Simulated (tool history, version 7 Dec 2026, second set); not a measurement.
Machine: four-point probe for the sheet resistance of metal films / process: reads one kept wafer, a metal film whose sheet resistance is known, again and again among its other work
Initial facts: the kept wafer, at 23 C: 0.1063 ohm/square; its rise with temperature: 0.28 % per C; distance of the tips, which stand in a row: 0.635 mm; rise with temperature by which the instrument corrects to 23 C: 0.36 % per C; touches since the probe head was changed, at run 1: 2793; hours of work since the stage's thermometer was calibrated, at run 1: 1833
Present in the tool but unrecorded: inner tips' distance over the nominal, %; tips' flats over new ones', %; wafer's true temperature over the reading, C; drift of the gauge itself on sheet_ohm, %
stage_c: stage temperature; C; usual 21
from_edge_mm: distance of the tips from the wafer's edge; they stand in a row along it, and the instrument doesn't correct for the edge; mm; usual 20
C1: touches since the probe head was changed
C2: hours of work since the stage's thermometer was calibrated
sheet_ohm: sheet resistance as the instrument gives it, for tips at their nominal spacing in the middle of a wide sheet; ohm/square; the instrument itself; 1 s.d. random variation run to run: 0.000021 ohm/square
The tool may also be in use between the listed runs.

run 1 hour=0.0 | stage_c=21 from_edge_mm=20 | C1=2793 C2=1833 | sheet_ohm=0.106613
run 2 hour=12.8 | stage_c=21 from_edge_mm=20 | C1=3031 C2=1839 | sheet_ohm=0.106621
run 3 hour=25.2 | stage_c=21 from_edge_mm=20 | C1=3262 C2=1845 | sheet_ohm=0.106596
run 4 hour=36.7 | stage_c=21 from_edge_mm=20 | C1=3476 C2=1850 | sheet_ohm=0.106649
run 5 hour=53.9 | stage_c=21 from_edge_mm=20 | C1=3796 C2=1857 | sheet_ohm=0.106606
run 6 hour=61.9 | stage_c=21 from_edge_mm=20 | C1=3944 C2=1861 | sheet_ohm=0.106636
run 7 hour=73.0 | stage_c=21 from_edge_mm=20 | C1=4150 C2=1866 | sheet_ohm=0.106646
run 8 hour=89.7 | stage_c=22 from_edge_mm=20 | C1=4460 C2=1874 | sheet_ohm=0.106526
run 9 hour=97.9 | stage_c=26 from_edge_mm=20 | C1=4614 C2=1877 | sheet_ohm=0.106135
run 10 hour=107.6 | stage_c=19 from_edge_mm=20 | C1=4793 C2=1882 | sheet_ohm=0.106734
run 11 hour=120.9 | stage_c=35 from_edge_mm=20 | C1=5041 C2=1888 | sheet_ohm=0.105351
run 12 hour=136.5 | stage_c=35 from_edge_mm=20 | C1=5331 C2=1895 | sheet_ohm=0.105397
run 13 hour=149.5 | stage_c=20 from_edge_mm=20 | C1=5573 C2=1900 | sheet_ohm=0.106666
run 14 hour=158.9 | stage_c=21 from_edge_mm=20 | C1=5747 C2=1905 | sheet_ohm=0.106587
run 15 hour=172.5 | stage_c=21 from_edge_mm=20 | C1=6001 C2=1911 | sheet_ohm=0.106621
run 16 hour=184.3 | stage_c=21 from_edge_mm=20 | C1=6220 C2=1916 | sheet_ohm=0.106575
run 17 hour=202.5 | stage_c=20 from_edge_mm=20 | C1=6558 C2=1924 | sheet_ohm=0.106702
run 18 hour=213.7 | stage_c=18 from_edge_mm=64 | C1=6767 C2=1929 | sheet_ohm=0.106840
run 19 hour=227.8 | stage_c=18 from_edge_mm=64 | C1=7029 C2=1936 | sheet_ohm=0.106815
run 20 hour=244.8 | stage_c=18 from_edge_mm=64 | C1=7345 C2=1943 | sheet_ohm=0.106818
run 21 hour=255.4 | stage_c=21 from_edge_mm=8 | C1=7542 C2=1948 | sheet_ohm=0.106893
run 22 hour=273.6 | stage_c=23 from_edge_mm=7 | C1=7879 C2=1956 | sheet_ohm=0.106788
run 23 hour=281.7 | stage_c=19 from_edge_mm=23 | C1=8031 C2=1960 | sheet_ohm=0.106787
run 24 hour=294.5 | stage_c=19 from_edge_mm=23 | C1=8268 C2=1966 | sheet_ohm=0.106771
run 25 hour=311.1 | stage_c=23 from_edge_mm=11 | C1=8578 C2=1973 | sheet_ohm=0.106539
run 26 hour=329.4 | stage_c=23 from_edge_mm=11 | C1=8917 C2=1981 | sheet_ohm=0.106522
run 27 hour=345.7 | stage_c=18 from_edge_mm=6 | C1=9221 C2=1989 | sheet_ohm=0.107416
run 28 hour=354.7 | stage_c=32 from_edge_mm=10 | C1=9389 C2=1993 | sheet_ohm=0.105792
run 29 hour=373.0 | stage_c=21 from_edge_mm=8 | C1=9727 C2=2001 | sheet_ohm=0.106879
run 30 hour=381.4 | stage_c=29 from_edge_mm=68 | C1=9885 C2=2005 | sheet_ohm=0.105795
run 31 hour=399.8 | stage_c=18 from_edge_mm=5 | C1=10227 C2=2013 | sheet_ohm=0.107723
run 32 hour=411.7 | stage_c=30 from_edge_mm=8 | C1=10448 C2=2018 | sheet_ohm=0.106089
run 33 hour=428.3 | stage_c=26 from_edge_mm=20 | C1=10756 C2=2026 | sheet_ohm=0.106148
run 34 hour=445.2 | stage_c=26 from_edge_mm=20 | C1=11071 C2=2033 | sheet_ohm=0.106108

5 options for the next run, each taken on its own from the tool as it stands now. Forecast them:
run A hour=462.6 | stage_c=32 from_edge_mm=9 | C1=11393 C2=2041 | sheet_ohm=?
run B hour=462.6 | stage_c=33 from_edge_mm=20 | C1=11393 C2=2041 | sheet_ohm=?
run C hour=462.6 | stage_c=18 from_edge_mm=64 | C1=11393 C2=2041 | sheet_ohm=?
run D hour=462.6 | stage_c=20 from_edge_mm=18 | C1=11393 C2=2041 | sheet_ohm=?
run E hour=462.6 | stage_c=26 from_edge_mm=14 | C1=11393 C2=2041 | sheet_ohm=?

run=A sheet_ohm=0.105797
run=B sheet_ohm=0.105503
run=C sheet_ohm=0.106809
run=D sheet_ohm=0.106679
run=E sheet_ohm=0.106208
Had the tool no hidden state, the same runs would have come out as:
run=A sheet_ohm=0.105774
run=B sheet_ohm=0.105480
run=C sheet_ohm=0.106791
run=D sheet_ohm=0.106660
run=E sheet_ohm=0.106187
